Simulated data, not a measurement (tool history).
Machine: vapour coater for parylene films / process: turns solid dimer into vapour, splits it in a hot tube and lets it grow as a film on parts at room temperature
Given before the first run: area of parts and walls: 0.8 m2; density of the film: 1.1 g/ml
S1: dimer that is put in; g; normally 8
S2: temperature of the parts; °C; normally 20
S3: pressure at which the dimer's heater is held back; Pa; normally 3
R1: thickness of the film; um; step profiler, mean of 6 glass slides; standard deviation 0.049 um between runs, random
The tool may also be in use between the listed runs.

run     day  S1  S2    S3    R1
  1       0   8  20     3  5.47
  2   1.962   8  23     3  4.93
  3   3.571   8  20     3  5.54
      4.783  -- table's thermometer calibrated
      5.708  -- trap's valve overhauled
  4   5.879   8  20     3   5.5
  5   6.933   8  20     3  5.54
  6   8.171   8  20     3  5.59
  7  10.038   8  20     3  5.55
  8  11.404   8  20     3  5.63
  9  12.929   8  13     3  7.37
 10  14.204   8  20     3  5.46
 11  15.271   8  20     3  5.59
 12  16.817   6  20  2.27  4.43
     17.429  -- trap's valve overhauled
 13  18.658   6  20  2.27   4.4
 14  20.775   8  18  2.27  6.48
 15  21.833   8  18  2.27  6.39
 16  22.962  11  30  4.01  4.76
 17  23.992   4  13  6.81  2.99
 18  25.654   8  13     3  7.27
 19  27.188   8  13     3  7.34

Predict the results of run 20:
 20  28.229   8  13   3   ?

{"run 20": {"R1": 7.31}}
Had the tool carried no hidden state, the very same run would have given R1 7.35 um.
